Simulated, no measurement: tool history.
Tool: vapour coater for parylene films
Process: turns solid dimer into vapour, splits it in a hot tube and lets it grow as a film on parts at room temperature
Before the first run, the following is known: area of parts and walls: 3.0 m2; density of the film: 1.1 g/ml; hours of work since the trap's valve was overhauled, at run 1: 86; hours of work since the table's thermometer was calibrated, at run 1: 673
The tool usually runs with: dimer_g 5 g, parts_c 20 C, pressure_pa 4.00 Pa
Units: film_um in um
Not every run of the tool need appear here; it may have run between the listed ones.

run,hour,dimer_g,parts_c,pressure_pa,hours of work since the trap's valve was overhauled,hours of work since the table's thermometer was calibrated,film_um
1,0.0,5,20,4.00,86,673,0.97
2,14.5,5,14,4.00,99,686,1.32
3,33.2,5,20,4.00,115,703,0.96
4,44.2,5,20,2.21,125,712,1.11
5,53.8,4,20,2.21,134,721,0.89
6,65.1,5,20,5.78,143,731,0.90
7,81.5,5,20,2.31,158,745,1.10
8,99.6,5,20,2.31,174,761,1.07
9,113.2,5,24,2.31,186,773,0.90
10,127.7,3,15,2.31,199,786,0.83
11,146.2,2,16,2.91,215,802,0.51
12,157.7,2,30,2.50,225,813,0.27
# hour 172.8: trap's valve overhauled
13,181.8,4,18,2.64,8,830,0.92
14,199.8,3,32,5.08,24,846,0.30
# hour 203.1: table's thermometer calibrated
15,209.1,3,32,5.08,31,5,0.31
16,227.5,4,29,4.00,47,22,0.48
17,238.0,4,19,7.38,57,31,0.72

Entry by entry between the runs, the difference in hidden state between the last listed run before and the first listed run after:
After run 12, before run 13: trap's valve overhauled (hour 172.8)
  vapour lost through the trap's worn valve, %: 0.3 -> 0.1
After run 14, before run 15: table's thermometer calibrated (hour 203.1)
  true temperature of the parts over the reading, C: 0.09 -> 0
